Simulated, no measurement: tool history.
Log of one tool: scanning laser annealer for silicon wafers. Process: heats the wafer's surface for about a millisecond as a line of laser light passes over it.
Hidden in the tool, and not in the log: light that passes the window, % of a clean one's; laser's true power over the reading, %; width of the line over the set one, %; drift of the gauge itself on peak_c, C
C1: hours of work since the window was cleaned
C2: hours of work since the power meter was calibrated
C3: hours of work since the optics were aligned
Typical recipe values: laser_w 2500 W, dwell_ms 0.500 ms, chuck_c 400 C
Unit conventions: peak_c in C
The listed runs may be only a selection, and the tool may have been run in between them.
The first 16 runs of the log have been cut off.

run 17 hour=221.5 | laser_w=2500 dwell_ms=0.500 chuck_c=412 | C1=232 C2=206 C3=357 | peak_c=1211
run 18 hour=233.9 | laser_w=2500 dwell_ms=0.500 chuck_c=400 | C1=241 C2=214 C3=365 | peak_c=1202
run 19 hour=246.0 | laser_w=2251 dwell_ms=0.500 chuck_c=400 | C1=249 C2=222 C3=373 | peak_c=1110
run 20 hour=262.9 | laser_w=2500 dwell_ms=0.500 chuck_c=381 | C1=260 C2=234 C3=384 | peak_c=1176
run 21 hour=283.4 | laser_w=2500 dwell_ms=0.500 chuck_c=381 | C1=274 C2=247 C3=398 | peak_c=1178
run 22 hour=305.6 | laser_w=2624 dwell_ms=0.500 chuck_c=378 | C1=288 C2=262 C3=413 | peak_c=1218
run 23 hour=321.2 | laser_w=2181 dwell_ms=0.481 chuck_c=410 | C1=299 C2=272 C3=423 | peak_c=1072
-- hour=328.0 optics aligned, line set to its width
run 24 hour=340.1 | laser_w=2532 dwell_ms=0.490 chuck_c=397 | C1=308 C2=281 C3=8 | peak_c=1191
run 25 hour=359.6 | laser_w=2702 dwell_ms=0.471 chuck_c=400 | C1=321 C2=294 C3=21 | peak_c=1240
run 26 hour=380.5 | laser_w=2481 dwell_ms=0.605 chuck_c=432 | C1=335 C2=308 C3=35 | peak_c=1279
-- hour=389.9 optics aligned, line set to its width, once more
run 27 hour=404.9 | laser_w=2481 dwell_ms=0.605 chuck_c=432 | C1=348 C2=321 C3=10 | peak_c=1282
run 28 hour=416.9 | laser_w=2481 dwell_ms=0.589 chuck_c=383 | C1=356 C2=329 C3=18 | peak_c=1226
run 29 hour=428.8 | laser_w=2323 dwell_ms=0.437 chuck_c=421 | C1=363 C2=337 C3=26 | peak_c=1106
run 30 hour=442.8 | laser_w=2323 dwell_ms=0.558 chuck_c=379 | C1=373 C2=346 C3=35 | peak_c=1138
run 31 hour=464.6 | laser_w=2196 dwell_ms=0.578 chuck_c=385 | C1=387 C2=361 C3=50 | peak_c=1107
run 32 hour=488.3 | laser_w=2735 dwell_ms=0.500 chuck_c=388 | C1=403 C2=377 C3=65 | peak_c=1260
run 33 hour=509.6 | laser_w=2310 dwell_ms=0.527 chuck_c=371 | C1=417 C2=391 C3=80 | peak_c=1104
run 34 hour=526.1 | laser_w=2310 dwell_ms=0.605 chuck_c=368 | C1=428 C2=402 C3=90 | peak_c=1144
run 35 hour=537.4 | laser_w=2310 dwell_ms=0.605 chuck_c=368 | C1=436 C2=409 C3=98 | peak_c=1139
run 36 hour=550.4 | laser_w=2382 dwell_ms=0.381 chuck_c=433 | C1=444 C2=418 C3=107 | peak_c=1088
run 37 hour=570.7 | laser_w=2184 dwell_ms=0.500 chuck_c=372 | C1=458 C2=431 C3=120 | peak_c=1038
run 38 hour=582.1 | laser_w=2184 dwell_ms=0.500 chuck_c=372 | C1=465 C2=439 C3=128 | peak_c=1037
run 39 hour=594.8 | laser_w=2184 dwell_ms=0.500 chuck_c=372 | C1=474 C2=447 C3=136 | peak_c=1034
run 40 hour=616.2 | laser_w=2500 dwell_ms=0.363 chuck_c=399 | C1=488 C2=462 C3=150 | peak_c=1073

Forecast each of these 3 alternatives for the next run:
run A hour=633.8 | laser_w=2387 dwell_ms=0.500 chuck_c=409 | C1=500 C2=473 C3=162 | peak_c=?
run B hour=633.8 | laser_w=2500 dwell_ms=0.453 chuck_c=399 | C1=500 C2=473 C3=162 | peak_c=?
run C hour=633.8 | laser_w=2399 dwell_ms=0.375 chuck_c=399 | C1=500 C2=473 C3=162 | peak_c=?

run=A peak_c=1142
run=B peak_c=1141
run=C peak_c=1053
Had the tool no hidden state, the same runs would have come out as:
run=A peak_c=1194
run=B peak_c=1194
run=C peak_c=1099
